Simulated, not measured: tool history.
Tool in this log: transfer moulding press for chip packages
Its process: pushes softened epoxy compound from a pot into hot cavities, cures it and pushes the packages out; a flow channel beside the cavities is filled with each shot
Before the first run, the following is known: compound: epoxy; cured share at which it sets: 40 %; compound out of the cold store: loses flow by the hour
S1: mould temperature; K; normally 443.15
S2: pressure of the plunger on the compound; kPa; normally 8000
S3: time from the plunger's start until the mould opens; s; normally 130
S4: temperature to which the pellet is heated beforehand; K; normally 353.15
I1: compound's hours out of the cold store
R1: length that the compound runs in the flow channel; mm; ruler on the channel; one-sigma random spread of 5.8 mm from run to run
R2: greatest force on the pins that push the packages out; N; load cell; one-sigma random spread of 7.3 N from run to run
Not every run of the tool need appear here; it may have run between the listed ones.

run,day,S1,S2,S3,S4,I1,R1,R2
1,0,443.15,8000,130,353.15,23.7,696,567
2,0.567,443.15,8000,130,353.15,19.4,708,587
3,1.158,443.15,8000,130,353.15,9.5,735,618
# day 1.346: cavities cleaned with cleaning compound and waxed
4,1.771,443.15,8000,130,353.15,47.7,602,342
5,2.221,443.15,8000,123,353.15,11.5,738,418
6,2.858,443.15,8000,123,353.15,44.2,612,470
7,3.512,443.15,8000,123,353.15,43.1,615,505
8,3.912,443.15,8000,130,353.15,38.4,638,511
9,4.371,444.15,8000,130,353.15,27.8,665,535
10,4.95,443.15,8000,130,353.15,15.4,708,584
11,5.662,443.15,8000,130,353.15,31.2,653,585
12,6.129,443.15,8000,147,353.15,35,653,555
# day 6.279: mould's thermocouples calibrated
# day 6.925: cavities cleaned with cleaning compound and waxed
13,6.942,443.15,8000,147,353.15,12.2,722,304
14,7.367,443.15,8000,147,353.15,44.2,602,336
# day 7.904: plunger's sealing rings changed
15,8.125,443.15,9980,147,353.15,18.2,832,396
16,8.862,443.15,8000,147,360.15,46.5,625,439
17,9.558,438.15,8740,111,350.15,21,776,912
18,9.871,443.15,7350,130,350.15,27.5,673,536
# day 10.558: mould's thermocouples calibrated, once more
19,10.583,443.15,8000,130,344.15,20.2,732,565
20,11.238,441.15,6990,130,346.15,40.8,611,616
21,11.796,441.15,6990,130,346.15,28.3,650,666
22,12.312,441.15,6990,130,346.15,29,643,637
# day 12.6: cavities cleaned with cleaning compound and waxed
23,12.85,450.15,8660,130,353.15,30.2,687,302
24,13.446,446.15,8000,150,355.15,31.6,662,361
25,14.004,446.15,8740,129,351.15,35.3,685,424
26,14.367,446.15,8740,117,351.15,29.2,705,447
27,14.708,449.15,7060,116,351.15,14.8,675,469
28,15.092,440.15,8000,130,347.15,19.2,736,591
29,15.738,443.15,8000,130,360.15,26.4,691,547

4 options for the next run, each taken on its own from the tool as it stands now. Forecast them:
A,16.35,443.15,7950,115,353.15,9.9,?,?
B,16.35,443.15,7900,130,353.15,21.5,?,?
C,16.35,440.15,8970,130,360.15,47.5,?,?
D,16.35,444.15,8000,160,360.15,26.3,?,?

run,R1,R2
A,757,646
B,711,578
C,666,602
D,690,541
Take away the tool's hidden state, keep each run's random variation, and the runs would have read:
run,R1,R2
A,781,349
B,734,315
C,688,328
D,712,291
